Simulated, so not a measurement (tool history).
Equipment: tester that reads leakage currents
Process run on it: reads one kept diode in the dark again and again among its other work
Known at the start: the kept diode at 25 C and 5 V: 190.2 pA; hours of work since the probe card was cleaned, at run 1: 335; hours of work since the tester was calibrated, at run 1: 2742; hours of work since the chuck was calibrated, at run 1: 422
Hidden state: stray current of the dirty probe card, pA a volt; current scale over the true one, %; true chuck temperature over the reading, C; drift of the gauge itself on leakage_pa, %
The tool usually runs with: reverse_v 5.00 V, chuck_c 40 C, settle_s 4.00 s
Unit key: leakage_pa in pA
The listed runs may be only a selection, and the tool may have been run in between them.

run    hour  reverse_v  chuck_c  settle_s  hours of work since the probe card was cleaned  hours of work since the tester was calibrated  hours of work since the chuck was calibrated  leakage_pa
  1     0.0       5.00       40      4.00                                             335                                           2742                                           422      562.94
  2   114.6       5.00       40      4.00                                             389                                           2796                                           476      560.17
  3   219.4       5.00       31      4.00                                             438                                           2845                                           525      289.05
  4   309.5       5.00       31      4.00                                             480                                           2888                                           567      288.73
  5   478.3       5.00       40      4.22                                             560                                           2967                                           647      548.06
  6   558.7       5.00       40      4.22                                             597                                           3005                                           685      547.84
  7   704.6       5.00       40      4.22                                             666                                           3073                                           753      540.09
  8   846.0       5.00       40      4.22                                             732                                           3140                                           820      537.73
  9   929.7       5.00       40      4.22                                             772                                           3179                                           859      536.73
 10  1052.0       5.00       40      6.21                                             829                                           3237                                           916      535.08
 11  1122.4       5.00       40      4.00                                             862                                           3270                                           950      535.59
 12  1204.9       5.00       40      0.54                                             901                                           3309                                           988      531.11
 13  1316.6       5.00       40      0.54                                             954                                           3361                                          1041      530.49
 14  1456.4       2.14       40      4.00                                            1019                                           3427                                          1107      326.72
 15  1582.4       4.66       40      4.00                                            1079                                           3486                                          1166      500.34
     1598.8  -- chuck's temperature calibrated
 16  1687.1       4.66       40      4.00                                            1127                                           3534                                            42      558.10
 17  1804.4       4.66       40      4.00                                            1182                                           3589                                            97      550.70
 18  1954.5       1.23       40      4.00                                            1253                                           3660                                           167      260.40
 19  2079.6       3.21       40      4.00                                            1311                                           3719                                           226      442.17
 20  2243.3       5.00       40      4.00                                            1388                                           3796                                           303      564.01
 21  2417.1      10.56       40      0.87                                            1470                                           3877                                           385      854.45
 22  2568.9       5.00       27      4.00                                            1541                                           3949                                           456      215.63
 23  2662.4       5.00       27      4.00                                            1585                                           3993                                           500      214.26
 24  2791.4       5.00       27      4.00                                            1646                                           4053                                           561      212.79
 25  2864.7      11.56       25      3.53                                            1680                                           4088                                           595      290.31
 26  3022.2       2.18       40      1.07                                            1754                                           4162                                           669      341.70
     3096.3  -- probe card cleaned and baked
 27  3148.4       5.00       48      1.21                                              24                                           4220                                           727      935.32
 28  3263.2       5.00       48      1.21                                              78                                           4274                                           781      930.60
 29  3403.1      14.26       57      4.97                                             144                                           4339                                           847     2987.37
 30  3480.5      17.13       21      4.00                                             181                                           4376                                           883      255.99
 31  3591.0       5.32       40      0.38                                             233                                           4428                                           935      553.22
 32  3665.4       5.32       40      0.38                                             267                                           4463                                           970      551.68
 33  3749.8       2.61       57      4.15                                             307                                           4502                                          1010     1133.58
 34  3905.6       2.61       57      4.15                                             380                                           4576                                          1083     1130.62
 35  3992.5       2.61       57      4.15                                             421                                           4617                                          1124     1121.74
     4092.6  -- chuck's temperature calibrated
 36  4143.1       6.30       28      4.93                                             491                                           4686                                            24      280.58
 37  4249.1       6.30       28      4.93                                             541                                           4736                                            74      277.05
 38  4422.9       2.78       36      1.89                                             623                                           4818                                           155      313.45
 39  4512.2       5.00       31      1.39                                             665                                           4860                                           197      301.49

What if the next run were any one of these 3? Each begins from the tool's condition after run 39:
     4527.2  -- tester calibrated
  A  4597.9       1.53       30      0.56                                             704                                             33                                           237           ?
     4527.2  -- tester calibrated
  B  4597.9       5.00       40      0.62                                             704                                             33                                           237           ?
     4527.2  -- tester calibrated
  C  4597.9       6.21       40      3.10                                             704                                             33                                           237           ?

run  leakage_pa
  A      141.07
  B      565.00
  C      637.95
Without the tool's unlogged condition, the same runs would have read:
run  leakage_pa
  A      144.05
  B      576.22
  C      650.62
